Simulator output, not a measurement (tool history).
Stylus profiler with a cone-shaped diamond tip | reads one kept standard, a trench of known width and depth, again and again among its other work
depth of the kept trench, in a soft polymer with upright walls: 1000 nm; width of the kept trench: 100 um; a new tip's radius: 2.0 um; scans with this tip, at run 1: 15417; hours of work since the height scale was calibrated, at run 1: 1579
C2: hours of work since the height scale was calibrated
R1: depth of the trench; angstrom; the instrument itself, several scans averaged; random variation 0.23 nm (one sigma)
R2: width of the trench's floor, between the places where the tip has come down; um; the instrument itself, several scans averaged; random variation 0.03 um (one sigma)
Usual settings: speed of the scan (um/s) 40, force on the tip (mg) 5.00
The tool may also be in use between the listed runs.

{"run": 1, "hour": 0.0, "speed of the scan (um/s)": 40, "force on the tip (mg)": 5.0, "scans with this tip": 15417, "C2": 1579, "R1": 10198.6, "R2": 94.78}
{"run": 2, "hour": 27.0, "speed of the scan (um/s)": 40, "force on the tip (mg)": 5.0, "scans with this tip": 15621, "C2": 1600, "R1": 10194.4, "R2": 94.78}
{"run": 3, "hour": 58.6, "speed of the scan (um/s)": 21, "force on the tip (mg)": 5.0, "scans with this tip": 15860, "C2": 1625, "R1": 10203.6, "R2": 94.76}
{"run": 4, "hour": 92.0, "speed of the scan (um/s)": 40, "force on the tip (mg)": 5.0, "scans with this tip": 16113, "C2": 1651, "R1": 10199.0, "R2": 94.73}
{"run": 5, "hour": 145.5, "speed of the scan (um/s)": 40, "force on the tip (mg)": 5.0, "scans with this tip": 16518, "C2": 1692, "R1": 10202.6, "R2": 94.69}
{"run": 6, "hour": 191.1, "speed of the scan (um/s)": 40, "force on the tip (mg)": 2.56, "scans with this tip": 16863, "C2": 1727, "R1": 10157.3, "R2": 94.6}
{"run": 7, "hour": 228.6, "speed of the scan (um/s)": 40, "force on the tip (mg)": 2.56, "scans with this tip": 17146, "C2": 1757, "R1": 10161.9, "R2": 94.62}
{"run": 8, "hour": 263.3, "speed of the scan (um/s)": 13, "force on the tip (mg)": 7.32, "scans with this tip": 17409, "C2": 1783, "R1": 10246.9, "R2": 94.77}
{"run": 9, "hour": 307.1, "speed of the scan (um/s)": 93, "force on the tip (mg)": 3.68, "scans with this tip": 17740, "C2": 1817, "R1": 10186.1, "R2": 94.34}
{"run": 10, "hour": 357.6, "speed of the scan (um/s)": 93, "force on the tip (mg)": 3.68, "scans with this tip": 18122, "C2": 1856, "R1": 10190.5, "R2": 94.33}
{"run": 11, "hour": 386.9, "speed of the scan (um/s)": 68, "force on the tip (mg)": 7.32, "scans with this tip": 18343, "C2": 1879, "R1": 10249.9, "R2": 94.47}
{"run": 12, "hour": 440.2, "speed of the scan (um/s)": 52, "force on the tip (mg)": 14.68, "scans with this tip": 18747, "C2": 1920, "R1": 10351.7, "R2": 94.59}
{"run": 13, "hour": 487.7, "speed of the scan (um/s)": 52, "force on the tip (mg)": 14.68, "scans with this tip": 19106, "C2": 1957, "R1": 10351.6, "R2": 94.51}
{"run": 14, "hour": 521.0, "speed of the scan (um/s)": 119, "force on the tip (mg)": 3.03, "scans with this tip": 19358, "C2": 1983, "R1": 10178.1, "R2": 94.03}

Measured less the same run without the tool's hidden state. The same run-to-run variation is in both; the gauge's scatter may not be:
The hidden state here: radius of the tip, um; height scale over the true one, %; drift of the gauge itself on depth_nm, %; drift of the gauge itself on floor_um, %.
run=1 R1=+71.0 R2=-1.59
run=2 R1=+71.8 R2=-1.60
run=3 R1=+73.1 R2=-1.63
run=4 R1=+74.3 R2=-1.64
run=5 R1=+76.4 R2=-1.67
run=6 R1=+77.6 R2=-1.71
run=7 R1=+79.0 R2=-1.73
run=8 R1=+81.0 R2=-1.75
run=9 R1=+82.3 R2=-1.77
run=10 R1=+84.1 R2=-1.80
run=11 R1=+85.8 R2=-1.82
run=12 R1=+88.8 R2=-1.85
run=13 R1=+90.5 R2=-1.88
run=14 R1=+90.3 R2=-1.89

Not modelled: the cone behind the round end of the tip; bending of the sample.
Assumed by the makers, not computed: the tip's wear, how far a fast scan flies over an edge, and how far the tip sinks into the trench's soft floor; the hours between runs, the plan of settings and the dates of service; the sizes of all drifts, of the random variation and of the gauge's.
